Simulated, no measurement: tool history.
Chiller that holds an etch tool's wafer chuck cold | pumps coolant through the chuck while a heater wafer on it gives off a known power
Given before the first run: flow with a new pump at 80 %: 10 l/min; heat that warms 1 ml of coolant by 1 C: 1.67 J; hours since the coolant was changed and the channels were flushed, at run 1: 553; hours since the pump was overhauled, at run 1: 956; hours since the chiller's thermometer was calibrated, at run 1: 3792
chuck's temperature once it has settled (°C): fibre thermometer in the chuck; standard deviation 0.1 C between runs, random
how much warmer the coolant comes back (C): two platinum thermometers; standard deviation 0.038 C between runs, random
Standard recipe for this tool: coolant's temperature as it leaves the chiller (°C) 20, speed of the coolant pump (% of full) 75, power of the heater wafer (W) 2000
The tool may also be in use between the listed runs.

run,hour,coolant's temperature as it leaves the chiller (°C),speed of the coolant pump (% of full),power of the heater wafer (W),hours since the coolant was changed and the channels were flushed,hours since the pump was overhauled,hours since the chiller's thermometer was calibrated,chuck's temperature once it has settled (°C),how much warmer the coolant comes back (C)
1,0.0,20,75,2000,553,956,3792,39.6,8.02
2,28.2,20,75,2000,581,985,3820,39.6,8.05
3,48.5,20,75,2000,602,1005,3840,39.8,8.02
4,64.1,20,75,2000,617,1021,3856,39.7,8.06
5,89.6,20,75,1789,643,1046,3881,37.6,7.17
6,102.3,20,75,1789,655,1059,3894,37.7,7.14
7,132.3,20,75,2000,685,1089,3924,39.7,8.00
8,149.9,25,75,2000,703,1106,3942,44.7,7.99
9,166.5,25,75,2000,720,1123,3958,44.8,8.03
10,183.7,25,75,2000,737,1140,3975,44.8,8.11
11,210.7,25,75,2000,764,1167,4002,44.8,8.14
12,231.1,12,75,2000,784,1188,4023,31.9,8.06
13,258.6,20,63,2000,812,1215,4050,42.2,9.67
14,279.4,20,63,2000,832,1236,4071,42.0,9.77
15,298.7,20,63,2000,852,1255,4090,42.0,9.69
16,317.0,20,75,2000,870,1274,4109,39.9,8.14
17,335.6,20,75,2000,889,1292,4127,39.9,8.18
18,349.7,11,75,2131,903,1306,4141,32.3,8.67
19,365.6,20,75,2982,919,1322,4157,49.5,12.13
# hour 373.1: coolant pump overhauled
20,394.5,10,71,1905,943,21,4181,30.2,8.46
21,410.2,10,71,1584,958,37,4197,26.9,7.08
22,425.1,14,74,1308,973,52,4212,27.7,5.57
23,444.8,14,74,1308,993,72,4232,27.7,5.55
24,467.4,20,66,1214,1015,94,4254,33.7,5.87
25,493.1,17,74,1214,1041,120,4280,29.5,5.20
26,520.2,15,76,1063,1068,147,4307,25.9,4.41
27,543.2,15,76,1063,1091,170,4330,26.1,4.42
# hour 551.1: coolant pump overhauled, once more
28,575.0,18,61,2393,1118,24,4357,44.4,11.47
29,588.9,22,71,1452,1132,38,4371,36.7,5.99
30,610.4,24,61,1094,1153,59,4392,36.5,5.23
31,627.0,25,61,1892,1170,76,4409,46.1,8.96

Each row is a separate what-if for the run after 31, all from the same tool condition, not one after another. Results?
A,652.4,24,61,1892,1195,101,4434,?,?
B,652.4,20,75,2689,1195,101,4434,?,?
C,652.4,20,71,2000,1195,101,4434,?,?
D,652.4,25,61,1743,1195,101,4434,?,?
E,652.4,12,61,2786,1195,101,4434,?,?

run,chuck's temperature once it has settled (°C),how much warmer the coolant comes back (C)
A,45.2,9.07
B,46.3,10.45
C,40.4,8.21
D,44.5,8.39
E,42.8,13.39
Without the tool's hidden state the same runs would have given:
run,chuck's temperature once it has settled (°C),how much warmer the coolant comes back (C)
A,43.6,9.01
B,44.5,10.38
C,38.9,8.15
D,43.1,8.33
E,40.8,13.30

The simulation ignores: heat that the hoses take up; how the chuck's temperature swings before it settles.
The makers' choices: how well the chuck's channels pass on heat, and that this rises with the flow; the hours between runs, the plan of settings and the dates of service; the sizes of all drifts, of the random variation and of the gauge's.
